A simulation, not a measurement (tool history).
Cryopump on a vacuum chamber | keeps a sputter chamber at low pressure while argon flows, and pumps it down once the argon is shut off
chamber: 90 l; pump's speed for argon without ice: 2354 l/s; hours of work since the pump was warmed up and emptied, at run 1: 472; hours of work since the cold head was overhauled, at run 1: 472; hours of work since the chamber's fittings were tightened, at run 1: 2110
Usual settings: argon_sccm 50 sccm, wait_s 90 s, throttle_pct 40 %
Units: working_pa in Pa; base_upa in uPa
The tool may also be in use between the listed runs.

run,hour,argon_sccm,wait_s,throttle_pct,hours of work since the pump was warmed up and emptied,hours of work since the cold head was overhauled,hours of work since the chamber's fittings were tightened,working_pa,base_upa
1,0.0,50,90,40,472,472,2110,0.0957,1.77
2,12.4,50,90,40,480,480,2118,0.0946,1.77
3,27.9,50,90,40,490,490,2128,0.0960,1.78
4,38.7,50,90,40,497,497,2135,0.0953,1.77
5,52.3,50,90,40,506,506,2144,0.0950,1.69
6,63.8,50,90,40,514,514,2152,0.0957,1.85
7,79.6,50,90,40,524,524,2162,0.0963,1.76
8,95.8,50,90,40,535,535,2173,0.0951,1.84
9,104.1,50,90,40,540,540,2178,0.0960,1.80
10,119.3,50,90,40,550,550,2188,0.0964,1.81
11,132.7,50,90,40,559,559,2197,0.0955,1.83
12,144.3,50,90,40,567,567,2205,0.0965,1.81
13,159.2,23,90,40,576,576,2214,0.0438,1.86
14,178.5,23,90,40,589,589,2227,0.0439,1.89
15,197.9,50,90,16,602,602,2240,0.2327,1.89
16,216.6,50,90,16,614,614,2252,0.2343,1.87
17,231.7,50,90,16,624,624,2262,0.2311,1.95
18,245.4,57,90,42,633,633,2271,0.1056,1.94
19,254.0,57,90,42,639,639,2277,0.1066,1.92
20,263.5,57,82,52,645,645,2283,0.0884,1.94
21,277.4,43,37,49,654,654,2292,0.0693,2.39
22,289.4,78,147,36,662,662,2300,0.1692,1.86
23,301.9,25,147,22,670,670,2308,0.0854,1.78
24,315.0,26,41,54,679,679,2317,0.0394,2.32
25,324.2,50,191,50,685,685,2323,0.0804,1.81
26,334.3,81,24,21,691,691,2329,0.2904,2.82
27,349.2,82,71,20,701,701,2339,0.3075,2.02
28,357.3,32,71,18,707,707,2345,0.1331,2.06
29,373.9,64,90,38,717,717,2355,0.1325,2.01
30,387.8,82,39,16,727,727,2365,0.3821,2.40
31,402.8,82,39,16,736,736,2374,0.3809,2.38
32,412.0,82,39,16,742,742,2380,0.3843,2.46
33,427.4,23,20,17,753,753,2391,0.1006,3.02

The same runs without the tool's hidden state, with the same run-to-run variation:
The hidden state here: pump's speed, % of a pump's without ice; cold plate's temperature, K; leak into the chamber, uPa l/s; drift of the gauge itself on working_pa, %; drift of the gauge itself on base_upa, %.
run,working_pa,base_upa
1,0.0902,0.45
2,0.0890,0.42
3,0.0902,0.44
4,0.0895,0.43
5,0.0891,0.39
6,0.0897,0.46
7,0.0901,0.42
8,0.0888,0.44
9,0.0896,0.41
10,0.0898,0.42
11,0.0889,0.42
12,0.0897,0.41
13,0.0407,0.45
14,0.0407,0.45
15,0.2254,0.43
16,0.2268,0.43
17,0.2236,0.47
18,0.0969,0.47
19,0.0977,0.42
20,0.0794,0.46
21,0.0625,0.88
22,0.1566,0.33
23,0.0813,0.29
24,0.0350,0.81
25,0.0721,0.25
26,0.2766,1.28
27,0.2934,0.49
28,0.1275,0.48
29,0.1212,0.43
30,0.3673,0.82
31,0.3659,0.79
32,0.3691,0.83
33,0.0963,1.44
